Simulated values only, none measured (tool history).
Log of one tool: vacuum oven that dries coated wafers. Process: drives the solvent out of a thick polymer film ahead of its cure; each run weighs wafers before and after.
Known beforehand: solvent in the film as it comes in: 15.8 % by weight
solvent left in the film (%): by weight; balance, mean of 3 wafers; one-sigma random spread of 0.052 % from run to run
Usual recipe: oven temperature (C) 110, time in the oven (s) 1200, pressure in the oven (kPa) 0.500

run   hour  oven temperature (C)  time in the oven (s)  pressure in the oven (kPa)  solvent left in the film (%)
  1    0.0                   110                  1200                       0.500                          1.38
  2   30.2                   110                  1200                       0.265                          1.14
  3   51.4                   110                  1200                       0.500                          1.37
  4   70.2                   110                  1200                       0.500                          1.44
  5   88.2                   110                  1200                       0.500                          1.46
  6  104.8                   110                  1200                       0.500                          1.44
  7  125.9                   110                  1200                       0.500                          1.34
  8  154.5                   110                  1200                       0.500                          1.36
  9  174.4                   110                  1200                       0.500                          1.42
 10  192.4                   110                  1200                       0.500                          1.46
 11  224.2                   110                  1200                       0.500                          1.43
 12  253.8                   110                  1200                       0.500                          1.38
 13  275.2                   121                  1200                       0.500                          0.57
 14  302.8                   121                  1200                       0.500                          0.55
 15  326.7                   121                  1200                       0.500                          0.43
 16  340.5                   121                  1200                       0.500                          0.45
 17  371.4                   110                  1200                       0.500                          1.44
 18  388.3                   110                  1200                       0.500                          1.48
 19  402.1                   101                  1200                       0.500                          3.61
 20  417.0                   101                  1200                       0.500                          3.51
 21  448.2                    99                   960                       0.500                          5.37
 22  480.6                   116                   960                       1.410                          1.95
 23  494.4                   116                   960                       1.410                          1.90
 24  515.0                   110                  1680                       0.912                          1.38
 25  531.6                   110                  1380                       0.912                          1.77
 26  558.3                   113                   780                       0.773                          2.39
 27  580.7                   107                  1020                       0.498                          2.63
 28  595.4                   107                  1020                       0.498                          2.68
 29  610.1                   107                   720                       1.171                          4.72
 30  628.5                   110                  1200                       0.517                          1.59
 31  657.1                   119                   720                       0.255                          1.16
 32  685.3                    97                  1200                       0.317                          4.79
 33  714.4                   100                  1860                       0.500                          2.46
 34  736.8                   101                  1200                       0.452                          3.73
 35  751.6                   109                  1200                       1.514                          2.92
 36  766.0                   110                  1620                       1.370                          1.86
 37  783.6                    98                   660                       0.695                          7.53
 38  806.9                   110                   900                       0.576                          2.48
 39  820.7                   110                   900                       0.576                          2.56
 40  847.7                   107                  1200                       0.274                          1.99

What if the next run were any one of these 3? Each begins from the tool's condition after run 40:
  A  872.1                   103                  1500                       0.280                             ?
  B  872.1                   112                  1920                       0.834                             ?
  C  872.1                   116                  1200                       0.274                             ?

run  solvent left in the film (%)
  A                          2.15
  B                          1.15
  C                          0.65
The same runs, with their run-to-run variation unchanged, on a tool lacking any hidden condition would have given:
run  solvent left in the film (%)
  A                          1.66
  B                          0.88
  C                          0.39
